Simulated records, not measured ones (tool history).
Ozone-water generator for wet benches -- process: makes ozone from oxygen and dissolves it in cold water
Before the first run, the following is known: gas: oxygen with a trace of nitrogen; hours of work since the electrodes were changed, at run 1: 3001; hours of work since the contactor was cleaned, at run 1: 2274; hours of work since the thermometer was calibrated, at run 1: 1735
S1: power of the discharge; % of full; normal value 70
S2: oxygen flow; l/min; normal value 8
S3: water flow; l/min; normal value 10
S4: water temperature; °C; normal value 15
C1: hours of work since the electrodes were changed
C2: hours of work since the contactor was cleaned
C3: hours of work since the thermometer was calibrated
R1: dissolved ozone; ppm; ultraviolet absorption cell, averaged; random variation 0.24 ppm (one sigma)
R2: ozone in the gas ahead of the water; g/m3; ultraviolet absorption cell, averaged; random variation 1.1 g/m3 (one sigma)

run 1 hour=0 | S1=70 S2=8 S3=10 S4=15 | C1=3001 C2=2274 C3=1735 | R1=33.3 R2=186.7
run 2 hour=44.2 | S1=70 S2=8 S3=10 S4=15 | C1=3041 C2=2314 C3=1775 | R1=33.3 R2=185.7
run 3 hour=84.3 | S1=70 S2=8 S3=10 S4=15 | C1=3077 C2=2350 C3=1811 | R1=33.2 R2=184.2
run 4 hour=138.1 | S1=70 S2=8 S3=10 S4=15 | C1=3126 C2=2399 C3=1860 | R1=33.3 R2=186.9
run 5 hour=192 | S1=70 S2=8 S3=10 S4=15 | C1=3175 C2=2448 C3=1909 | R1=33.4 R2=185.2
run 6 hour=265.4 | S1=70 S2=8 S3=10 S4=15 | C1=3242 C2=2514 C3=1976 | R1=33 R2=185.8
run 7 hour=349.1 | S1=70 S2=8 S3=10 S4=15 | C1=3318 C2=2590 C3=2052 | R1=32.8 R2=184.6
run 8 hour=417.3 | S1=70 S2=8 S3=10 S4=19 | C1=3379 C2=2652 C3=2113 | R1=29.7 R2=184.7
run 9 hour=483.7 | S1=70 S2=8 S3=14 S4=9 | C1=3440 C2=2712 C3=2174 | R1=29.7 R2=185
run 10 hour=559.9 | S1=70 S2=8 S3=14 S4=9 | C1=3509 C2=2781 C3=2243 | R1=29.8 R2=185.5
run 11 hour=616.2 | S1=70 S2=12.4 S3=14 S4=10 | C1=3560 C2=2832 C3=2294 | R1=27.2 R2=149.3
run 12 hour=672.1 | S1=40 S2=8.93 S3=8 S4=8 | C1=3610 C2=2883 C3=2344 | R1=31.9 R2=131.4
run 13 hour=724.3 | S1=43 S2=4.57 S3=10 S4=15 | C1=3658 C2=2930 C3=2392 | R1=27.3 R2=187.2
run 14 hour=794.5 | S1=70 S2=8 S3=10 S4=8 | C1=3721 C2=2994 C3=2455 | R1=37.3 R2=181.2
run 15 hour=883.8 | S1=70 S2=7.08 S3=10 S4=8 | C1=3802 C2=3075 C3=2536 | R1=38.2 R2=194.4

Consider 4 possible next runs. They are alternatives, not a sequence: every one starts from the tool as it was left by run 15. What does each give?
run A hour=952.5 | S1=74 S2=7.08 S3=10 S4=9 | C1=3865 C2=3137 C3=2599 | R1=? R2=?
run B hour=952.5 | S1=46 S2=7.08 S3=10 S4=8 | C1=3865 C2=3137 C3=2599 | R1=? R2=?
run C hour=952.5 | S1=70 S2=7.37 S3=7 S4=8 | C1=3865 C2=3137 C3=2599 | R1=? R2=?
run D hour=952.5 | S1=83 S2=12.01 S3=13 S4=15 | C1=3865 C2=3137 C3=2599 | R1=? R2=?

run=A R1=38.4 R2=197.6
run=B R1=30.8 R2=156.4
run=C R1=46.5 R2=188.1
run=D R1=27.6 R2=162.6
The same runs, with their run-to-run variation unchanged, on a tool lacking any hidden condition would have given:
run=A R1=44.4 R2=218.1
run=B R1=34.7 R2=168.6
run=C R1=53.3 R2=207
run=D R1=32.2 R2=180.4
